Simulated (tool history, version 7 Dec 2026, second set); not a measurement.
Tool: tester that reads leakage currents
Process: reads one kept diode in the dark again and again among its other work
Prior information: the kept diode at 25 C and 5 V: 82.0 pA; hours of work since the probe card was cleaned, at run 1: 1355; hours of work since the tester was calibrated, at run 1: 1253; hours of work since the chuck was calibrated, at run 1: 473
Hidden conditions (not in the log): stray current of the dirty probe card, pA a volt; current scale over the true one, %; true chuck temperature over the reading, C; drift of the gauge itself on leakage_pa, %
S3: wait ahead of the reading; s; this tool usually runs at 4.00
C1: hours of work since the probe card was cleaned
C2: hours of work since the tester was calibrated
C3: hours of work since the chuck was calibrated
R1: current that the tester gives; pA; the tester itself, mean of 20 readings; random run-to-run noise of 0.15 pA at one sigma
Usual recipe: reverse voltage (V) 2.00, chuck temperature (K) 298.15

run 1 day=0.000 | reverse_voltage_(V)=2.00 chuck_temperature_(K)=298.15 S3=4.00 | C1=1355 C2=1253 C3=473 | R1=49.73
run 2 day=1.179 | reverse_voltage_(V)=2.00 chuck_temperature_(K)=312.15 S3=4.00 | C1=1375 C2=1273 C3=493 | R1=137.74
run 3 day=3.450 | reverse_voltage_(V)=2.00 chuck_temperature_(K)=312.15 S3=4.00 | C1=1413 C2=1311 C3=531 | R1=137.97
run 4 day=4.796 | reverse_voltage_(V)=2.00 chuck_temperature_(K)=312.15 S3=4.00 | C1=1435 C2=1333 C3=554 | R1=137.12
run 5 day=6.083 | reverse_voltage_(V)=2.00 chuck_temperature_(K)=298.15 S3=4.00 | C1=1457 C2=1355 C3=575 | R1=49.61
run 6 day=7.733 | reverse_voltage_(V)=2.00 chuck_temperature_(K)=298.15 S3=4.00 | C1=1485 C2=1383 C3=603 | R1=49.71
run 7 day=9.679 | reverse_voltage_(V)=2.00 chuck_temperature_(K)=298.15 S3=4.00 | C1=1517 C2=1415 C3=636 | R1=49.68
-- day=9.946 probe card cleaned and baked
run 8 day=11.750 | reverse_voltage_(V)=2.00 chuck_temperature_(K)=298.15 S3=4.00 | C1=30 C2=1448 C3=668 | R1=50.06
run 9 day=13.712 | reverse_voltage_(V)=2.00 chuck_temperature_(K)=298.15 S3=4.00 | C1=63 C2=1481 C3=701 | R1=49.79
run 10 day=15.521 | reverse_voltage_(V)=2.00 chuck_temperature_(K)=298.15 S3=4.00 | C1=94 C2=1511 C3=732 | R1=50.04
-- day=16.062 probe card cleaned and baked, once more
run 11 day=17.746 | reverse_voltage_(V)=3.29 chuck_temperature_(K)=298.15 S3=0.47 | C1=28 C2=1546 C3=767 | R1=62.48
run 12 day=19.179 | reverse_voltage_(V)=2.12 chuck_temperature_(K)=298.15 S3=4.00 | C1=52 C2=1570 C3=791 | R1=48.30
run 13 day=21.304 | reverse_voltage_(V)=8.03 chuck_temperature_(K)=298.15 S3=1.08 | C1=88 C2=1606 C3=827 | R1=104.77
run 14 day=23.171 | reverse_voltage_(V)=1.76 chuck_temperature_(K)=298.15 S3=7.15 | C1=119 C2=1637 C3=858 | R1=43.21
run 15 day=24.842 | reverse_voltage_(V)=1.76 chuck_temperature_(K)=298.15 S3=7.15 | C1=147 C2=1665 C3=886 | R1=43.17
run 16 day=26.904 | reverse_voltage_(V)=1.73 chuck_temperature_(K)=294.15 S3=6.05 | C1=182 C2=1700 C3=921 | R1=31.29
run 17 day=28.367 | reverse_voltage_(V)=3.27 chuck_temperature_(K)=333.15 S3=6.05 | C1=207 C2=1725 C3=945 | R1=718.28
run 18 day=29.454 | reverse_voltage_(V)=1.76 chuck_temperature_(K)=333.15 S3=4.00 | C1=225 C2=1743 C3=963 | R1=503.05
run 19 day=31.008 | reverse_voltage_(V)=3.37 chuck_temperature_(K)=298.15 S3=6.28 | C1=251 C2=1769 C3=989 | R1=63.30

Run 20 comes next. What will it give?
run 20 day=32.121 | reverse_voltage_(V)=8.63 chuck_temperature_(K)=298.15 S3=6.28 | C1=269 C2=1788 C3=1008 | R1=?

R1: 109.70 pA
With the hidden condition absent and the run-to-run variation left alone, this run would have shown R1 112.94 pA.
